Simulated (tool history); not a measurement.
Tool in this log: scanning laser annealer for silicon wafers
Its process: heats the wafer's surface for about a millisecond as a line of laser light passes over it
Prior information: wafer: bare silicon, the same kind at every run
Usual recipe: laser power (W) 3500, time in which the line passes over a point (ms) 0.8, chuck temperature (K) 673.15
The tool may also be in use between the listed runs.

run,hour,laser power (W),time in which the line passes over a point (ms),chuck temperature (K),highest temperature of the surface (K)
1,0,3500,0.8,673.15,1444.15
2,23.8,3500,0.8,673.15,1443.15
3,46.8,3500,0.8,673.15,1438.15
4,70.7,3500,0.8,643.15,1410.15
5,86.6,3500,0.8,643.15,1411.15
6,110.3,3500,0.8,673.15,1442.15
7,129.5,3500,0.8,673.15,1447.15
8,145.5,3500,0.8,673.15,1446.15
9,162.2,3500,0.8,673.15,1443.15
10,182.1,3500,0.8,673.15,1446.15
11,198.4,3500,0.8,673.15,1438.15
12,213.8,3500,0.8,673.15,1443.15
13,224.3,3500,0.8,673.15,1442.15
14,247.7,3500,0.8,673.15,1442.15
15,265.2,3500,0.8,673.15,1444.15
16,284.5,3500,0.8,673.15,1443.15
17,305,3500,0.797,673.15,1440.15
18,326.3,3500,0.797,673.15,1438.15
19,341.2,3500,0.797,673.15,1440.15
20,361.6,3500,0.797,673.15,1440.15
21,380.1,3500,0.797,673.15,1439.15
22,394.2,3373,0.666,677.15,1338.15
23,406.9,3568,0.564,673.15,1314.15

For run 24, what comes out?
24,426.1,3568,0.564,667.15,?

Run 24 came out at highest temperature of the surface (K) 1311.15.
With the hidden condition absent and the run-to-run variation left alone, this run would have shown highest temperature of the surface (K) 1311.15.

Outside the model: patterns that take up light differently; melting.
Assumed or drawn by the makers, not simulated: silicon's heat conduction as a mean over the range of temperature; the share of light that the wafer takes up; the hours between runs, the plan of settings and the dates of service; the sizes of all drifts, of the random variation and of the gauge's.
